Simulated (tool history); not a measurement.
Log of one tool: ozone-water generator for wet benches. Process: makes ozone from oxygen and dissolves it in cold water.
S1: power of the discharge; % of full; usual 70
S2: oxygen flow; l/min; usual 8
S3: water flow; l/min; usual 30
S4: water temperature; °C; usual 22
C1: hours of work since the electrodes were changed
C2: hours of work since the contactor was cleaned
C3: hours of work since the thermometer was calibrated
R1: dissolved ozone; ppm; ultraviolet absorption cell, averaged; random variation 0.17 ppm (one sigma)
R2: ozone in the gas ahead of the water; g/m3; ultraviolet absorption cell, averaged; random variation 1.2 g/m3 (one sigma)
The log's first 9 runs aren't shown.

run    hour  S1     S2  S3  S4    C1    C2    C3    R1     R2
 10   821.7  70      8  31  23  3808  6198   792  22.8  222.7
 11   924.4  70  12.62  30  22  3902  6291   886  25.5  192.5
 12  1037.8  70      8  31  22  4005  6394   989  23.1  222.4
 13  1137.1  70      8  31  22  4095  6484  1079  23.2  223.9
 14  1254.4  70      8  31  22  4202  6591  1186  22.8  222.9
 15  1353.4  70      8  31  22  4292  6681  1276  23.1  220.8
 16  1408.7  70      8  31  22  4342  6732  1326  23.1  222.4
 17  1472.5  43   6.08  31  22  4400  6790  1384  15.9  184.1
 18  1553.3  56  10.83  43  22  4473  6863  1458  16.6  178.4
 19  1615.3  66  10.83  20  21  4530  6919  1514  31.2  193.9
 20  1729.5  70      8  20  22  4634  7023  1618  31.1  222.1
 21  1837.9  70  11.01  32  17  4732  7122  1716    26  202.6
 22  1898.1  70  11.01  32  17  4787  7177  1771  26.1  202.1
 23  2014.1  70   6.32  30  22  4893  7282  1877  22.7  240.7
 24  2073.1  70   6.32  30  22  4946  7336  1930  22.3    238
 25  2152.3  50   6.32  30  22  5018  7408  2002  18.2  193.8
 26  2226.3  50   6.32  30  22  5085  7475  2070  18.2  196.5
 27  2289.3  50   6.32  30  22  5143  7532  2127  18.2    196
 28  2369.2  51      8  19  22  5215  7605  2200  26.7  184.6
 29  2453.5  70      8  40  22  5292  7682  2276  18.8  224.1
 30  2536.3  70      8  22  22  5367  7757  2352  29.4    225

Forecast each of these 5 alternatives for the next run:
     2634.5  -- contactor cleaned
  A  2657.9  64     6  42  22  5474  21  2459   ?   ?
     2634.5  -- contactor cleaned
  B  2657.9  70  6.13  30  22  5474  21  2459   ?   ?
     2634.5  -- contactor cleaned
  C  2657.9  41     8  30  22  5474  21  2459   ?   ?
     2634.5  -- contactor cleaned
  D  2657.9  44  4.76  22  16  5474  21  2459   ?   ?
     2634.5  -- contactor cleaned
  E  2657.9  92     8  30  14  5474  21  2459   ?   ?

run    R1     R2
  A  15.9    234
  B  22.5  244.6
  C  17.2  159.7
  D  21.9  198.9
  E  31.2  263.3
Without the tool's hidden state the same runs would have given:
run    R1     R2
  A  15.9  234.3
  B  22.5  244.9
  C  17.2  159.8
  D    22    199
  E  31.3  263.6
